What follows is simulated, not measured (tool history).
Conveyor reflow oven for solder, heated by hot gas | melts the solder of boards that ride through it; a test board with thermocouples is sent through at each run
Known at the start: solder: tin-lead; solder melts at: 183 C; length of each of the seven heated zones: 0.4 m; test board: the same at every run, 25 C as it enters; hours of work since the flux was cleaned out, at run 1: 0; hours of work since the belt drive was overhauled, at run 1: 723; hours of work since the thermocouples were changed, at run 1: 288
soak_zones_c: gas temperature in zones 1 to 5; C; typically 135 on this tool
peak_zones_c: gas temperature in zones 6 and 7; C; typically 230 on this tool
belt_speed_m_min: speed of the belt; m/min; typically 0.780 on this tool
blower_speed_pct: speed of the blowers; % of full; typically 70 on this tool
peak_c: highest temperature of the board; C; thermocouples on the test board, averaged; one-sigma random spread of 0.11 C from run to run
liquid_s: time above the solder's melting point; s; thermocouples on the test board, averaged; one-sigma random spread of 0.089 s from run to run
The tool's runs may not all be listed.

run	hour	soak_zones_c	peak_zones_c	belt_speed_m_min	blower_speed_pct	hours of work since the flux was cleaned out	hours of work since the belt drive was overhauled	hours of work since the thermocouples were changed	peak_c	liquid_s
1	0.0	135	230	0.780	70	0	723	288	216.5	45.82
2	32.3	135	230	0.780	70	25	748	314	216.3	45.54
3	67.9	135	230	0.780	70	53	776	341	216.1	45.56
4	95.8	135	230	0.780	70	75	798	363	216.1	45.47
5	127.1	135	230	0.780	70	99	823	388	216.1	45.23
6	162.9	135	239	0.780	70	128	851	416	223.8	49.89
7	196.5	135	239	0.780	70	154	877	442	223.8	49.82
8	228.8	135	239	0.780	70	179	902	467	223.9	49.68
9	264.0	135	239	0.780	70	207	930	495	223.6	49.79
10	303.4	135	230	0.780	70	238	961	526	215.2	44.96
# hour 337.3: flux residue cleaned out of gas plates and filters
11	337.3	135	230	0.780	70	0	983	549	217.1	46.21
12	368.1	135	230	0.780	70	24	1007	573	216.9	46.18
13	405.8	132	230	0.780	70	54	1037	602	216.2	44.95
14	441.6	135	230	0.776	70	82	1065	630	216.9	46.37
15	487.3	135	230	0.776	70	117	1101	666	216.4	46.20
16	532.0	126	229	0.809	70	152	1136	701	212.7	39.26
17	558.3	135	230	0.809	79	173	1156	722	217.3	44.79
18	577.7	134	234	0.699	70	188	1171	737	223.0	55.57
19	615.3	134	234	0.699	70	218	1201	766	222.9	55.43
20	652.6	138	230	0.740	70	247	1230	795	218.0	50.59
# hour 674.5: flux residue cleaned out of gas plates and filters
21	700.1	138	226	0.740	55	20	1263	829	211.7	45.48
# hour 712.3: thermocouples of zones 6 and 7 changed
# hour 719.9: belt drive overhauled, speed set with a stopwatch
22	726.7	135	237	0.780	68	36	5	8	221.1	47.78
23	745.8	135	240	0.780	52	51	20	23	218.2	45.47
24	778.1	135	240	0.780	52	76	46	48	218.3	45.44
25	798.3	135	240	0.780	52	92	61	64	218.2	45.28
26	821.3	135	233	0.780	70	110	79	82	217.7	45.99
27	844.7	142	239	0.671	53	129	98	101	224.1	59.90
28	874.3	145	222	0.681	53	152	121	124	209.2	49.35
29	905.5	145	222	0.681	53	176	145	148	209.0	49.26
30	924.5	145	222	0.681	53	191	160	163	209.1	49.21

Pick out some run-to-run changes in peak_c. Of each, how much would a tool without hidden state show as well, from the settings, what came in and chance, and how much is left for the hidden state and any gauge scatter not in both results compared?
Hidden state present: heat that the gas passes to the board, % of a clean oven's; belt's true speed, % of the reading; true gas temperature in zones 6 and 7 over the reading, C; drift of the gauge itself on peak_c, C; drift of the gauge itself on liquid_s, %.
Run 9 -> 10: peak_zones_c 239 -> 230. peak_c -8.4 C: hidden state -0.1, all else -8.3.
Run 10 -> 11: flux residue cleaned out of gas plates and filters. peak_c +1.9 C: hidden state +1.4, all else +0.5.
Run 20 -> 21: peak_zones_c 230 -> 226, blower_speed_pct 70 -> 55, flux residue cleaned out of gas plates and filters. peak_c -6.3 C: hidden state +1.3, all else -7.6.
Run 21 -> 22: soak_zones_c 138 -> 135, peak_zones_c 226 -> 237, belt_speed_m_min 0.740 -> 0.780, blower_speed_pct 55 -> 68, thermocouples of zones 6 and 7 changed, belt drive overhauled, speed set with a stopwatch. peak_c +9.4 C: hidden state -2.0, all else +11.4.
Run 27 -> 28: soak_zones_c 142 -> 145, peak_zones_c 239 -> 222, belt_speed_m_min 0.671 -> 0.681. peak_c -14.9 C: hidden state +0.1, all else -15.0.
